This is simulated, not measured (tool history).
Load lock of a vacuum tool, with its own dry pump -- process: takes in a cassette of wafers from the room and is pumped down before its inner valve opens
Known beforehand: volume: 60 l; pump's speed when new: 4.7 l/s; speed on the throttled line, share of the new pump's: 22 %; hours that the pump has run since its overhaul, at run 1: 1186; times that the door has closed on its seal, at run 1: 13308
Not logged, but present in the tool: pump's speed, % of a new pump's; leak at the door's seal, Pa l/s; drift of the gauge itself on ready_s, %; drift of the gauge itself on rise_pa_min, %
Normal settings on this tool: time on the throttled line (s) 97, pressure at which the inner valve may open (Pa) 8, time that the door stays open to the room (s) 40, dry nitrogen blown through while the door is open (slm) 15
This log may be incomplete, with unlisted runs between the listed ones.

run     day  time on the throttled line (s)  pressure at which the inner valve may open (Pa)  time that the door stays open to the room (s)  dry nitrogen blown through while the door is open (slm)  hours that the pump has run since its overhaul  times that the door has closed on its seal  incoming humidity of the room's air, %  time from the closed door until the inner valve may open (s)  rise of the pressure with all valves shut (Pa/min)
  1       0                              97                                                8                                             40                                                       15                                            1186                                       13308                                    44.7                                                         198.6                                               0.093
  2   5.367                              97                                                8                                             40                                                       15                                            1314                                       13620                                    47.3                                                         198.6                                               0.099
  3    11.5                              97                                                8                                             40                                                       15                                            1462                                       13977                                    45.8                                                         200.1                                               0.102
  4  14.775                              97                                                8                                             40                                                       15                                            1540                                       14167                                    43.8                                                           199                                                 0.1
  5  19.746                              97                                                8                                             47                                                       15                                            1660                                       14457                                    44.8                                                         201.5                                               0.105
  6    25.7                              97                                                8                                             47                                                       15                                            1802                                       14803                                    41.5                                                         200.4                                               0.105

Run 7 is up next; what results do you expect?
  7  30.875                              97                                                8                                             47                                                       15                                            1927                                       15104                                    43.7                                                             ?                                                   ?

time from the closed door until the inner valve may open (s): 197.1
rise of the pressure with all valves shut (Pa/min): 0.107
Had the tool carried no hidden state, the very same run would have given time from the closed door until the inner valve may open (s) 194.7, rise of the pressure with all valves shut (Pa/min) 0.029.
